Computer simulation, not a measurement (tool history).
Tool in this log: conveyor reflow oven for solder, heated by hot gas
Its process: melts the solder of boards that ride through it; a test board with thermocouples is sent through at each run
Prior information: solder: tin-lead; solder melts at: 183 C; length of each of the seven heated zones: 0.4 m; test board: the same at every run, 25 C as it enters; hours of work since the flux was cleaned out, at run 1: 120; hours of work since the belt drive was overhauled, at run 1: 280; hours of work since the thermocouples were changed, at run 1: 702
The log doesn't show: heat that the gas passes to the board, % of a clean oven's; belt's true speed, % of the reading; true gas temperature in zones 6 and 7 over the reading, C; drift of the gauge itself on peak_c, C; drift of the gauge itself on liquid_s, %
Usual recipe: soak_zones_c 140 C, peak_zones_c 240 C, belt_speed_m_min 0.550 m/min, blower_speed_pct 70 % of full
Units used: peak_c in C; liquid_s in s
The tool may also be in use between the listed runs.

| run | hour | soak_zones_c | peak_zones_c | belt_speed_m_min | blower_speed_pct | hours of work since the flux was cleaned out | hours of work since the belt drive was overhauled | hours of work since the thermocouples were changed | peak_c | liquid_s |
|---|---|---|---|---|---|---|---|---|---|---|
| 1 | 0.0 | 140 | 240 | 0.550 | 70 | 120 | 280 | 702 | 222.6 | 71.2 |
| 2 | 15.7 | 140 | 240 | 0.550 | 75 | 129 | 289 | 710 | 223.7 | 71.2 |
| 3 | 33.5 | 140 | 240 | 0.550 | 75 | 139 | 299 | 720 | 222.7 | 71.5 |
| 4 | 43.5 | 140 | 240 | 0.580 | 70 | 145 | 305 | 726 | 220.2 | 65.2 |
| 5 | 52.2 | 149 | 240 | 0.580 | 70 | 150 | 310 | 731 | 221.7 | 70.5 |
| 6 | 64.0 | 149 | 240 | 0.580 | 79 | 156 | 316 | 737 | 223.6 | 71.5 |
| 7 | 73.2 | 149 | 240 | 0.580 | 79 | 162 | 321 | 743 | 222.8 | 71.4 |
| 8 | 80.6 | 149 | 240 | 0.580 | 79 | 166 | 326 | 747 | 223.0 | 71.9 |
| 9 | 88.1 | 140 | 240 | 0.550 | 70 | 170 | 330 | 751 | 221.6 | 70.9 |
| 10 | 104.1 | 140 | 253 | 0.550 | 70 | 179 | 339 | 760 | 232.5 | 78.3 |
| 11 | 118.8 | 140 | 240 | 0.550 | 87 | 187 | 347 | 768 | 224.1 | 72.3 |
| 12 | 127.3 | 140 | 240 | 0.550 | 87 | 192 | 352 | 773 | 224.1 | 72.8 |
| 13 | 138.2 | 140 | 240 | 0.550 | 87 | 198 | 358 | 779 | 223.8 | 72.8 |
| 14 | 155.7 | 140 | 240 | 0.550 | 87 | 208 | 368 | 789 | 223.3 | 72.5 |
| 15 | 167.0 | 140 | 240 | 0.459 | 70 | 214 | 374 | 795 | 226.3 | 89.5 |
| 16 | 183.9 | 140 | 240 | 0.550 | 70 | 224 | 384 | 805 | 221.2 | 70.4 |
| 17 | 201.5 | 140 | 252 | 0.550 | 77 | 234 | 393 | 815 | 232.9 | 78.4 |
| 18 | 209.8 | 155 | 240 | 0.550 | 82 | 238 | 398 | 819 | 224.8 | 79.8 |
| 19 | 220.4 | 140 | 240 | 0.493 | 70 | 244 | 404 | 825 | 224.1 | 81.8 |

Forecast run 20:
| 20 | 236.8 | 140 | 253 | 0.550 | 58 | 253 | 413 | 835 | ? | ? |

Logged for run 20: peak_c 230.8 C, liquid_s 76.5 s.
Take away the tool's hidden state, keep the run-to-run variation as it was, and the same run would have given peak_c 235.2 C, liquid_s 78.7 s.
